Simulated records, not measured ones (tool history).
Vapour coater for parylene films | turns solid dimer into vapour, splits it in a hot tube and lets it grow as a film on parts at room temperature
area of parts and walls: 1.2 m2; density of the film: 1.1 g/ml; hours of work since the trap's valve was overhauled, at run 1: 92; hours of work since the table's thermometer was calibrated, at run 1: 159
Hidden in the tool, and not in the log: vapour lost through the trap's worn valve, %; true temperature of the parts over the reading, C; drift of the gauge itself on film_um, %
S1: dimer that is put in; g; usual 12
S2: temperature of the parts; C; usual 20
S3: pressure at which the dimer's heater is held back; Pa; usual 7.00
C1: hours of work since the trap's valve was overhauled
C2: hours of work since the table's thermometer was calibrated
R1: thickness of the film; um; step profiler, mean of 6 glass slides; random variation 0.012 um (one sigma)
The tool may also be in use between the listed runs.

run 1 day=0.000 | S1=12 S2=20 S3=7.00 | C1=92 C2=159 | R1=5.38
run 2 day=0.792 | S1=12 S2=20 S3=7.00 | C1=100 C2=167 | R1=5.39
run 3 day=1.750 | S1=12 S2=20 S3=7.00 | C1=110 C2=177 | R1=5.39
run 4 day=3.638 | S1=12 S2=29 S3=7.00 | C1=129 C2=195 | R1=4.30
run 5 day=4.704 | S1=12 S2=29 S3=7.00 | C1=139 C2=206 | R1=4.32
run 6 day=5.746 | S1=9 S2=29 S3=7.00 | C1=150 C2=217 | R1=3.22
run 7 day=6.779 | S1=9 S2=29 S3=7.00 | C1=160 C2=227 | R1=3.24
run 8 day=7.783 | S1=9 S2=29 S3=2.95 | C1=170 C2=237 | R1=3.40
run 9 day=9.571 | S1=9 S2=29 S3=2.95 | C1=188 C2=255 | R1=3.38
run 10 day=10.729 | S1=9 S2=29 S3=2.95 | C1=200 C2=266 | R1=3.39
run 11 day=11.971 | S1=12 S2=20 S3=7.00 | C1=212 C2=279 | R1=5.32
run 12 day=12.867 | S1=12 S2=20 S3=7.00 | C1=221 C2=288 | R1=5.34
run 13 day=14.283 | S1=12 S2=29 S3=7.00 | C1=235 C2=302 | R1=4.26
run 14 day=15.700 | S1=12 S2=20 S3=10.64 | C1=249 C2=316 | R1=5.20
run 15 day=16.742 | S1=12 S2=20 S3=10.64 | C1=260 C2=327 | R1=5.17
run 16 day=17.879 | S1=12 S2=20 S3=10.64 | C1=271 C2=338 | R1=5.16
run 17 day=19.058 | S1=22 S2=20 S3=7.00 | C1=283 C2=350 | R1=9.78
run 18 day=20.317 | S1=22 S2=20 S3=7.00 | C1=296 C2=363 | R1=9.74
run 19 day=21.908 | S1=12 S2=20 S3=7.00 | C1=312 C2=378 | R1=5.29
run 20 day=22.912 | S1=12 S2=20 S3=7.00 | C1=322 C2=389 | R1=5.29
run 21 day=24.354 | S1=12 S2=20 S3=7.00 | C1=336 C2=403 | R1=5.30
run 22 day=25.746 | S1=12 S2=20 S3=7.00 | C1=350 C2=417 | R1=5.29
run 23 day=27.233 | S1=12 S2=20 S3=7.00 | C1=365 C2=432 | R1=5.27
run 24 day=28.392 | S1=12 S2=20 S3=7.00 | C1=376 C2=443 | R1=5.28
run 25 day=29.767 | S1=12 S2=20 S3=7.00 | C1=390 C2=457 | R1=5.26
run 26 day=30.704 | S1=12 S2=20 S3=7.00 | C1=400 C2=467 | R1=5.27
run 27 day=31.512 | S1=12 S2=20 S3=7.00 | C1=408 C2=475 | R1=5.26
run 28 day=33.275 | S1=5 S2=19 S3=4.33 | C1=425 C2=492 | R1=2.31
run 29 day=34.733 | S1=5 S2=19 S3=4.33 | C1=440 C2=507 | R1=2.32
-- day=36.325 gauge calibrated
run 30 day=36.346 | S1=5 S2=19 S3=4.33 | C1=456 C2=523 | R1=2.37
run 31 day=37.388 | S1=8 S2=12 S3=5.38 | C1=467 C2=534 | R1=4.42
-- day=38.412 trap's valve overhauled
run 32 day=39.429 | S1=16 S2=31 S3=7.00 | C1=10 C2=552 | R1=5.47
run 33 day=40.658 | S1=16 S2=31 S3=7.00 | C1=23 C2=565 | R1=5.48
run 34 day=42.471 | S1=12 S2=20 S3=3.03 | C1=41 C2=583 | R1=5.64
run 35 day=44.246 | S1=6 S2=20 S3=7.00 | C1=58 C2=601 | R1=2.66
run 36 day=45.492 | S1=13 S2=12 S3=3.74 | C1=71 C2=613 | R1=7.32
run 37 day=46.488 | S1=13 S2=12 S3=3.74 | C1=81 C2=623 | R1=7.31
run 38 day=47.900 | S1=15 S2=22 S3=7.00 | C1=95 C2=637 | R1=6.35
run 39 day=48.942 | S1=12 S2=22 S3=7.00 | C1=105 C2=648 | R1=5.09
run 40 day=49.800 | S1=12 S2=22 S3=7.00 | C1=114 C2=656 | R1=5.09
run 41 day=51.058 | S1=16 S2=22 S3=7.00 | C1=127 C2=669 | R1=6.76
run 42 day=52.146 | S1=5 S2=20 S3=7.00 | C1=138 C2=680 | R1=2.22
run 43 day=53.654 | S1=5 S2=23 S3=5.96 | C1=153 C2=695 | R1=2.08
run 44 day=55.142 | S1=9 S2=13 S3=2.75 | C1=168 C2=710 | R1=5.00
run 45 day=56.279 | S1=8 S2=20 S3=6.08 | C1=179 C2=721 | R1=3.57
run 46 day=57.804 | S1=8 S2=20 S3=6.08 | C1=194 C2=736 | R1=3.56

Hidden state at the last listed run before each entry between runs and at the first one after, where it differs:
Between runs 29 and 30: gauge calibrated (day 36.325)
  drift of the gauge itself on film_um, %: -2.31 -> 0
  measured less the result without the state, R1: -0.05 -> +0.00 um
Between runs 31 and 32: trap's valve overhauled (day 38.412)
  vapour lost through the trap's worn valve, %: 0.1 -> 0; drift of the gauge itself on film_um, %: -0.07 -> -0.2
  measured less the result without the state, R1: +0.00 -> -0.01 um
